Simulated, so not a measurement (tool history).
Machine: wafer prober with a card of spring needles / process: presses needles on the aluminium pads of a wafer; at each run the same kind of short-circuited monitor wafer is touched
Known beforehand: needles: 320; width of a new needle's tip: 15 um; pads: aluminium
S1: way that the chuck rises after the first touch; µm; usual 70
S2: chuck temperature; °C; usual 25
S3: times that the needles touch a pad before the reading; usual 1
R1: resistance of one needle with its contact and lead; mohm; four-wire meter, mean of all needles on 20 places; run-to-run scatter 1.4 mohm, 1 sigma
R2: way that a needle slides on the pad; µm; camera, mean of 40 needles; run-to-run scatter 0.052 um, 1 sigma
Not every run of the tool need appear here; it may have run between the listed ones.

Run 1, hour 0.0: usual settings. Result: R1 150 mohm, R2 18.90 µm.
At hour 18.0: tips cleaned on abrasive film.
Run 2, hour 18.3: usual settings. Result: R1 127 mohm, R2 19.01 µm.
Run 3, hour 31.6: usual settings. Result: R1 155 mohm, R2 18.89 µm.
At hour 44.1: tips cleaned on abrasive film.
Run 4, hour 52.7: usual settings. Result: R1 151 mohm, R2 18.81 µm.
Run 5, hour 64.7: usual settings but S2 35 °C. Result: R1 164 mohm, R2 18.91 µm.
At hour 70.4: tips cleaned on abrasive film.
Run 6, hour 84.7: usual settings but S2 35 °C, S3 3. Result: R1 137 mohm, R2 18.91 µm.
At hour 96.9: tips cleaned on abrasive film.
Run 7, hour 99.3: usual settings but S2 35 °C, S3 3. Result: R1 124 mohm, R2 18.81 µm.
Run 8, hour 115.5: usual settings but S2 35 °C, S3 3. Result: R1 138 mohm, R2 18.96 µm.
At hour 123.2: tips cleaned on abrasive film.
Run 9, hour 130.1: usual settings but S2 35 °C, S3 3. Result: R1 130 mohm, R2 18.81 µm.
Run 10, hour 142.0: usual settings. Result: R1 165 mohm, R2 18.88 µm.
At hour 143.9: height of the first contact set anew.
At hour 150.2: tips cleaned on abrasive film.
Run 11, hour 152.0: usual settings but S2 64 °C. Result: R1 138 mohm, R2 18.66 µm.
Run 12, hour 171.1: usual settings but S2 64 °C. Result: R1 167 mohm, R2 18.78 µm.
At hour 177.4: tips cleaned on abrasive film.
Run 13, hour 186.6: usual settings but S2 64 °C. Result: R1 156 mohm, R2 18.76 µm.
At hour 204.2: tips cleaned on abrasive film.
Run 14, hour 205.9: usual settings but S2 64 °C. Result: R1 137 mohm, R2 18.80 µm.
Run 15, hour 224.6: usual settings. Result: R1 166 mohm, R2 18.70 µm.
At hour 231.6: tips cleaned on abrasive film.
At hour 237.1: height of the first contact set anew, once more.
Run 16, hour 245.9: usual settings. Result: R1 155 mohm, R2 18.98 µm.
At hour 258.7: tips cleaned on abrasive film.
Run 17, hour 266.9: usual settings but S1 51 µm. Result: R1 170 mohm, R2 13.82 µm.
At hour 285.3: tips cleaned on abrasive film.
Run 18, hour 285.4: usual settings but S2 51 °C, S3 2. Result: R1 129 mohm, R2 18.99 µm.
Run 19, hour 298.4: usual settings but S2 109 °C, S3 3. Result: R1 148 mohm, R2 18.95 µm.
Run 20, hour 307.6: usual settings but S1 60 µm, S3 3. Result: R1 143 mohm, R2 16.27 µm.
At hour 311.9: tips cleaned on abrasive film.
Run 21, hour 324.4: usual settings but S2 46 °C. Result: R1 156 mohm, R2 18.95 µm.
At hour 338.5: tips cleaned on abrasive film.
Run 22, hour 342.2: usual settings but S2 58 °C. Result: R1 147 mohm, R2 18.99 µm.
Run 23, hour 357.9: usual settings but S2 58 °C. Result: R1 166 mohm, R2 18.99 µm.
At hour 365.1: tips cleaned on abrasive film.
Run 24, hour 375.8: usual settings but S2 58 °C. Result: R1 159 mohm, R2 18.97 µm.
At hour 392.2: tips cleaned on abrasive film.
Run 25, hour 395.3: usual settings but S2 51 °C, S3 2. Result: R1 137 mohm, R2 18.83 µm.
Run 26, hour 404.9: usual settings but S1 78 µm, S2 51 °C, S3 2. Result: R1 142 mohm, R2 21.02 µm.
At hour 418.9: tips cleaned on abrasive film.
Run 27, hour 424.9: usual settings but S1 78 µm, S2 51 °C, S3 2. Result: R1 139 mohm, R2 21.11 µm.
Run 28, hour 438.7: usual settings but S1 78 µm, S2 51 °C, S3 2. Result: R1 146 mohm, R2 21.10 µm.
At hour 446.5: tips cleaned on abrasive film.
Run 29, hour 451.8: usual settings but S1 78 µm, S2 51 °C, S3 2. Result: R1 137 mohm, R2 20.99 µm.
Run 30, hour 462.0: usual settings but S1 78 µm, S2 51 °C, S3 2. Result: R1 143 mohm, R2 20.97 µm.
At hour 473.4: tips cleaned on abrasive film.
Run 31, hour 477.7: usual settings but S1 78 µm, S2 51 °C, S3 2. Result: R1 136 mohm, R2 21.04 µm.
Run 32, hour 490.9: usual settings but S1 78 µm, S2 51 °C, S3 2. Result: R1 145 mohm, R2 21.11 µm.
At hour 499.7: tips cleaned on abrasive film.
Run 33, hour 499.7: usual settings but S1 78 µm, S2 51 °C, S3 2. Result: R1 127 mohm, R2 20.97 µm.

5 options for the next run, each taken on its own from the tool as it stands now. Forecast them:
Run A, hour 513.4: usual settings but S1 57 µm, S2 107 °C. Result: R1 ?, R2 ?.
Run B, hour 513.4: usual settings but S1 79 µm, S2 99 °C, S3 2. Result: R1 ?, R2 ?.
Run C, hour 513.4: usual settings but S1 83 µm, S2 75 °C, S3 3. Result: R1 ?, R2 ?.
Run D, hour 513.4: usual settings but S1 53 µm, S2 82 °C, S3 2. Result: R1 ?, R2 ?.
Run E, hour 513.4: usual settings but S1 76 µm, S3 3. Result: R1 ?, R2 ?.

run   R1     R2
  A  178  15.32
  B  152  21.18
  C  138  22.38
  D  164  14.21
  E  137  20.44
With the hidden condition removed and each run's random variation left untouched, the same runs would have given:
run   R1     R2
  A  136  15.51
  B  136  21.37
  C  129  22.57
  D  134  14.41
  E  126  20.63
